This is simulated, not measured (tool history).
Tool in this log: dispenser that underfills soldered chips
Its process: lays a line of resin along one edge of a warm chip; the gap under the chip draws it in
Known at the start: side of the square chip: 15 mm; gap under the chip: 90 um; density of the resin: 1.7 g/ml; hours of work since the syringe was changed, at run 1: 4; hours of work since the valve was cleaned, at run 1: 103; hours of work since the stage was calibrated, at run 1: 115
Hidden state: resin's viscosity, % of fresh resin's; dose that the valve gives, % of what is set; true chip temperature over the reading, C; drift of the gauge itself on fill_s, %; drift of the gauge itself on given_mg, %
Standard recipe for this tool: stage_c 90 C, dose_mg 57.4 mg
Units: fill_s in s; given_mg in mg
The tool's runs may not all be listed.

run  hour  stage_c  dose_mg  hours of work since the syringe was changed  hours of work since the valve was cleaned  hours of work since the stage was calibrated  fill_s  given_mg
  1   0.0       90     57.4                                            4                                        103                                           115   145.4     52.37
  2   4.2       90     57.4                                            6                                        105                                           117   163.8     52.22
      9.3  -- dispensing valve cleaned and set on the balance
  3   9.3       90     57.4                                            9                                          0                                           120   190.0     57.45
  4  12.6       90     57.4                                           11                                          2                                           122   210.5     57.47
     14.7  -- new syringe of resin
  5  15.8       90     57.4                                            1                                          4                                           124   119.0     57.05
  6  18.4       90     63.8                                            2                                          5                                           125   128.5     63.28
  7  23.0       87     50.9                                            5                                          8                                           128   175.5     50.54
  8  26.0       92     50.9                                            7                                         10                                           130   154.3     50.32
  9  29.4       95     57.3                                            9                                         12                                           132   145.5     56.89
 10  33.4       78     69.9                                           11                                         14                                           134   365.1     69.19

Take each entry between the runs: how does the hidden state at the last listed run before it differ from the hidden state at the first listed run after it?
Runs 2 to 3: dispensing valve cleaned and set on the balance (hour 9.3)
  resin's viscosity, % of fresh resin's: 142 -> 162.6; dose that the valve gives, % of what is set: 91.05 -> 100.22; true chip temperature over the reading, C: -0.5 -> -0.51
  measured result minus the result with no hidden state, fill_s: +52.4 -> +75.7 s; given_mg: -5.14 -> +0.12 mg
Runs 4 to 5: new syringe of resin (hour 14.7)
  resin's viscosity, % of fresh resin's: 181.1 -> 101.6; dose that the valve gives, % of what is set: 100.04 -> 99.88; true chip temperature over the reading, C: -0.51 -> -0.52
  measured result minus the result with no hidden state, fill_s: +97.0 -> +4.6 s; given_mg: +0.02 -> -0.07 mg
